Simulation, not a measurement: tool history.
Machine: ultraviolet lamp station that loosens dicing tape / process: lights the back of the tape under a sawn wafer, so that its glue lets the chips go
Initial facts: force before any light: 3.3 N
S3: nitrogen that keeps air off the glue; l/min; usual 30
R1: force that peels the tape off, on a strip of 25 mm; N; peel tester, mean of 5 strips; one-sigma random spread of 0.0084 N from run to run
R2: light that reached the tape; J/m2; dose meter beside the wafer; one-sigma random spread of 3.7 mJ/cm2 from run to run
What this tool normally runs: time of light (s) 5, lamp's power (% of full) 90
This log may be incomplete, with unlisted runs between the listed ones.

run 1 hour=0 | time_of_light_(s)=5 lamp's_power_(%_of_full)=90 S3=30 | R1=0.347 R2=5830
run 2 hour=6.7 | time_of_light_(s)=5 lamp's_power_(%_of_full)=90 S3=15 | R1=0.481 R2=5780
run 3 hour=15.2 | time_of_light_(s)=5 lamp's_power_(%_of_full)=90 S3=30 | R1=0.361 R2=5810
run 4 hour=21.3 | time_of_light_(s)=5 lamp's_power_(%_of_full)=90 S3=30 | R1=0.361 R2=5800
run 5 hour=26.3 | time_of_light_(s)=5 lamp's_power_(%_of_full)=90 S3=30 | R1=0.365 R2=5760
run 6 hour=30.2 | time_of_light_(s)=5 lamp's_power_(%_of_full)=90 S3=30 | R1=0.351 R2=5720
run 7 hour=36 | time_of_light_(s)=5 lamp's_power_(%_of_full)=72 S3=30 | R1=0.463 R2=4570
run 8 hour=44.3 | time_of_light_(s)=8 lamp's_power_(%_of_full)=72 S3=30 | R1=0.296 R2=7340
run 9 hour=50.6 | time_of_light_(s)=8 lamp's_power_(%_of_full)=72 S3=30 | R1=0.29 R2=7330
run 10 hour=57.7 | time_of_light_(s)=5 lamp's_power_(%_of_full)=90 S3=30 | R1=0.362 R2=5660
run 11 hour=66.7 | time_of_light_(s)=3 lamp's_power_(%_of_full)=75 S3=21 | R1=0.955 R2=2880
run 12 hour=75.5 | time_of_light_(s)=3 lamp's_power_(%_of_full)=75 S3=21 | R1=0.943 R2=2840
-- hour=76.5 window cleaned of glue's vapour
run 13 hour=84.8 | time_of_light_(s)=10 lamp's_power_(%_of_full)=73 S3=40 | R1=0.263 R2=9170
run 14 hour=93.4 | time_of_light_(s)=7 lamp's_power_(%_of_full)=80 S3=30 | R1=0.288 R2=6980
run 15 hour=98.3 | time_of_light_(s)=8 lamp's_power_(%_of_full)=61 S3=14 | R1=0.429 R2=6050
-- hour=102.9 window cleaned of glue's vapour, once more
run 16 hour=102.9 | time_of_light_(s)=5 lamp's_power_(%_of_full)=65 S3=20 | R1=0.593 R2=4150
run 17 hour=109.9 | time_of_light_(s)=5 lamp's_power_(%_of_full)=65 S3=20 | R1=0.61 R2=4120
run 18 hour=115.3 | time_of_light_(s)=5 lamp's_power_(%_of_full)=90 S3=11 | R1=0.511 R2=5780
run 19 hour=124.3 | time_of_light_(s)=6 lamp's_power_(%_of_full)=61 S3=22 | R1=0.497 R2=4660
run 20 hour=130.9 | time_of_light_(s)=5 lamp's_power_(%_of_full)=64 S3=12 | R1=0.8 R2=4080

Some steps in R1, run to run, broken into two amounts with sign: the step expected even without the hidden condition (settings, incoming material, random variation), and the rest, left for the hidden condition together with whatever gauge scatter is not in both the measured and the hidden-condition-free result:
Hidden state at play: lamp's light, % of a new lamp's; light that the window lets through, % of a clean one's; drift of the gauge itself on peel_n, %; drift of the gauge itself on dose_mj_cm2, %.
Run 10 -> 11: time of light (s) 5 -> 3, lamp's power (% of full) 90 -> 75, S3 30 -> 21. R1 +0.593 N: hidden state +0.051, all else +0.542.
Run 12 -> 13: time of light (s) 3 -> 10, lamp's power (% of full) 75 -> 73, S3 21 -> 40, window cleaned of glue's vapour. R1 -0.68 N: hidden state -0.073, all else -0.607.
